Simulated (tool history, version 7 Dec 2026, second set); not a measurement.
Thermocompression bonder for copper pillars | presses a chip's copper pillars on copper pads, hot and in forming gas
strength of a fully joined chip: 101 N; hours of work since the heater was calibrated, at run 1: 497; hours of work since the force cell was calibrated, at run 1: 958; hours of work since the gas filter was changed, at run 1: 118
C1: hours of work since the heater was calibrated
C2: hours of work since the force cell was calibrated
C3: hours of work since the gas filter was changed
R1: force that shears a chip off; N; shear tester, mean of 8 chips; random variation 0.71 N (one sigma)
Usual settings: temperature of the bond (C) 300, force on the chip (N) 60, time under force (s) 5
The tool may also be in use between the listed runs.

{"run": 1, "hour": 0.0, "temperature of the bond (C)": 300, "force on the chip (N)": 60, "time under force (s)": 5, "C1": 497, "C2": 958, "C3": 118, "R1": 45.7}
{"run": 2, "hour": 27.0, "temperature of the bond (C)": 300, "force on the chip (N)": 60, "time under force (s)": 5, "C1": 516, "C2": 977, "C3": 138, "R1": 43.6}
{"run": 3, "hour": 61.6, "temperature of the bond (C)": 300, "force on the chip (N)": 60, "time under force (s)": 5, "C1": 541, "C2": 1002, "C3": 162, "R1": 43.6}
{"run": 4, "hour": 97.3, "temperature of the bond (C)": 300, "force on the chip (N)": 60, "time under force (s)": 5, "C1": 566, "C2": 1027, "C3": 187, "R1": 42.9}
{"run": 5, "hour": 121.3, "temperature of the bond (C)": 275, "force on the chip (N)": 60, "time under force (s)": 5, "C1": 583, "C2": 1044, "C3": 204, "R1": 28.2}
{"hour": 149.1, "done": "forming gas filter changed"}
{"run": 6, "hour": 149.5, "temperature of the bond (C)": 275, "force on the chip (N)": 60, "time under force (s)": 5, "C1": 602, "C2": 1064, "C3": 0, "R1": 30.6}
{"run": 7, "hour": 186.2, "temperature of the bond (C)": 275, "force on the chip (N)": 60, "time under force (s)": 5, "C1": 628, "C2": 1090, "C3": 26, "R1": 29.7}
{"run": 8, "hour": 215.4, "temperature of the bond (C)": 275, "force on the chip (N)": 60, "time under force (s)": 5, "C1": 649, "C2": 1110, "C3": 47, "R1": 30.4}
{"run": 9, "hour": 248.9, "temperature of the bond (C)": 275, "force on the chip (N)": 60, "time under force (s)": 5, "C1": 673, "C2": 1134, "C3": 71, "R1": 29.5}
{"run": 10, "hour": 267.1, "temperature of the bond (C)": 275, "force on the chip (N)": 60, "time under force (s)": 5, "C1": 686, "C2": 1147, "C3": 83, "R1": 29.7}
{"run": 11, "hour": 296.6, "temperature of the bond (C)": 275, "force on the chip (N)": 60, "time under force (s)": 5, "C1": 706, "C2": 1168, "C3": 104, "R1": 28.3}
{"run": 12, "hour": 318.8, "temperature of the bond (C)": 300, "force on the chip (N)": 60, "time under force (s)": 5, "C1": 722, "C2": 1183, "C3": 120, "R1": 42.2}
{"run": 13, "hour": 354.2, "temperature of the bond (C)": 300, "force on the chip (N)": 60, "time under force (s)": 5, "C1": 747, "C2": 1208, "C3": 145, "R1": 42.1}
{"run": 14, "hour": 385.5, "temperature of the bond (C)": 303, "force on the chip (N)": 60, "time under force (s)": 5, "C1": 769, "C2": 1231, "C3": 167, "R1": 42.6}
{"run": 15, "hour": 419.7, "temperature of the bond (C)": 303, "force on the chip (N)": 60, "time under force (s)": 5, "C1": 793, "C2": 1255, "C3": 191, "R1": 43.7}
{"hour": 423.6, "done": "heater calibrated with a thermocouple chip"}
{"run": 16, "hour": 458.9, "temperature of the bond (C)": 300, "force on the chip (N)": 60, "time under force (s)": 7, "C1": 25, "C2": 1281, "C3": 218, "R1": 45.3}
{"hour": 467.7, "done": "forming gas filter changed"}
{"run": 17, "hour": 494.5, "temperature of the bond (C)": 300, "force on the chip (N)": 60, "time under force (s)": 7, "C1": 50, "C2": 1306, "C3": 19, "R1": 48.9}
{"run": 18, "hour": 515.0, "temperature of the bond (C)": 300, "force on the chip (N)": 60, "time under force (s)": 7, "C1": 64, "C2": 1320, "C3": 33, "R1": 47.7}
{"hour": 537.0, "done": "heater calibrated with a thermocouple chip, once more"}
{"run": 19, "hour": 548.0, "temperature of the bond (C)": 300, "force on the chip (N)": 60, "time under force (s)": 7, "C1": 8, "C2": 1342, "C3": 55, "R1": 52.8}
{"run": 20, "hour": 565.7, "temperature of the bond (C)": 300, "force on the chip (N)": 60, "time under force (s)": 7, "C1": 20, "C2": 1355, "C3": 68, "R1": 53.0}
{"run": 21, "hour": 593.5, "temperature of the bond (C)": 311, "force on the chip (N)": 42, "time under force (s)": 9, "C1": 40, "C2": 1374, "C3": 88, "R1": 53.1}
{"run": 22, "hour": 627.7, "temperature of the bond (C)": 311, "force on the chip (N)": 42, "time under force (s)": 9, "C1": 64, "C2": 1399, "C3": 112, "R1": 52.7}
{"run": 23, "hour": 653.9, "temperature of the bond (C)": 311, "force on the chip (N)": 42, "time under force (s)": 9, "C1": 83, "C2": 1417, "C3": 130, "R1": 53.4}
{"run": 24, "hour": 685.3, "temperature of the bond (C)": 307, "force on the chip (N)": 46, "time under force (s)": 5, "C1": 105, "C2": 1439, "C3": 153, "R1": 41.4}
{"run": 25, "hour": 716.8, "temperature of the bond (C)": 307, "force on the chip (N)": 46, "time under force (s)": 5, "C1": 127, "C2": 1462, "C3": 175, "R1": 41.9}
{"run": 26, "hour": 743.1, "temperature of the bond (C)": 307, "force on the chip (N)": 46, "time under force (s)": 4, "C1": 146, "C2": 1480, "C3": 193, "R1": 39.2}
{"run": 27, "hour": 771.6, "temperature of the bond (C)": 327, "force on the chip (N)": 86, "time under force (s)": 4, "C1": 166, "C2": 1500, "C3": 214, "R1": 66.6}
{"hour": 787.4, "done": "forming gas filter changed"}
{"run": 28, "hour": 808.9, "temperature of the bond (C)": 327, "force on the chip (N)": 86, "time under force (s)": 4, "C1": 192, "C2": 1526, "C3": 15, "R1": 70.4}
{"run": 29, "hour": 846.3, "temperature of the bond (C)": 305, "force on the chip (N)": 54, "time under force (s)": 6, "C1": 218, "C2": 1553, "C3": 42, "R1": 49.5}
{"run": 30, "hour": 883.6, "temperature of the bond (C)": 305, "force on the chip (N)": 47, "time under force (s)": 3, "C1": 245, "C2": 1579, "C3": 68, "R1": 33.6}
{"run": 31, "hour": 911.7, "temperature of the bond (C)": 313, "force on the chip (N)": 43, "time under force (s)": 10, "C1": 265, "C2": 1599, "C3": 88, "R1": 55.6}
{"run": 32, "hour": 936.3, "temperature of the bond (C)": 278, "force on the chip (N)": 60, "time under force (s)": 5, "C1": 282, "C2": 1617, "C3": 105, "R1": 31.5}
{"run": 33, "hour": 962.5, "temperature of the bond (C)": 278, "force on the chip (N)": 67, "time under force (s)": 5, "C1": 301, "C2": 1635, "C3": 124, "R1": 33.0}
{"run": 34, "hour": 996.8, "temperature of the bond (C)": 316, "force on the chip (N)": 67, "time under force (s)": 5, "C1": 325, "C2": 1659, "C3": 148, "R1": 57.8}
{"run": 35, "hour": 1022.3, "temperature of the bond (C)": 316, "force on the chip (N)": 67, "time under force (s)": 5, "C1": 343, "C2": 1677, "C3": 166, "R1": 54.6}
{"run": 36, "hour": 1048.9, "temperature of the bond (C)": 324, "force on the chip (N)": 60, "time under force (s)": 12, "C1": 362, "C2": 1696, "C3": 185, "R1": 71.9}
{"run": 37, "hour": 1071.0, "temperature of the bond (C)": 297, "force on the chip (N)": 86, "time under force (s)": 12, "C1": 377, "C2": 1712, "C3": 201, "R1": 65.5}
{"run": 38, "hour": 1094.9, "temperature of the bond (C)": 297, "force on the chip (N)": 86, "time under force (s)": 12, "C1": 394, "C2": 1729, "C3": 217, "R1": 64.5}
{"hour": 1104.7, "done": "forming gas filter changed"}
{"run": 39, "hour": 1122.6, "temperature of the bond (C)": 301, "force on the chip (N)": 87, "time under force (s)": 3, "C1": 414, "C2": 1748, "C3": 13, "R1": 47.9}

Measured less the same run without the tool's hidden state. The same run-to-run variation is in both; the gauge's scatter may not be:
The hidden state here: true temperature of the bond over the reading, C; force that reaches the chip, % of what is set; oxide that the forming gas leaves, % of the face; drift of the gauge itself on shear_n, %.
run=1 R1=-5.7
run=2 R1=-6.1
run=3 R1=-6.5
run=4 R1=-7.1
run=5 R1=-5.7
run=6 R1=-4.2
run=7 R1=-4.4
run=8 R1=-4.8
run=9 R1=-5.1
run=10 R1=-5.3
run=11 R1=-5.6
run=12 R1=-7.1
run=13 R1=-7.7
run=14 R1=-8.1
run=15 R1=-8.8
run=16 R1=-10.0
run=17 R1=-7.9
run=18 R1=-8.1
run=19 R1=-2.7
run=20 R1=-2.9
run=21 R1=-3.4
run=22 R1=-3.9
run=23 R1=-4.4
run=24 R1=-4.1
run=25 R1=-4.6
run=26 R1=-4.6
run=27 R1=-7.0
run=28 R1=-3.5
run=29 R1=-4.0
run=30 R1=-3.5
run=31 R1=-5.3
run=32 R1=-4.2
run=33 R1=-4.7
run=34 R1=-6.9
run=35 R1=-7.0
run=36 R1=-8.0
run=37 R1=-8.6
run=38 R1=-9.0
run=39 R1=-5.0

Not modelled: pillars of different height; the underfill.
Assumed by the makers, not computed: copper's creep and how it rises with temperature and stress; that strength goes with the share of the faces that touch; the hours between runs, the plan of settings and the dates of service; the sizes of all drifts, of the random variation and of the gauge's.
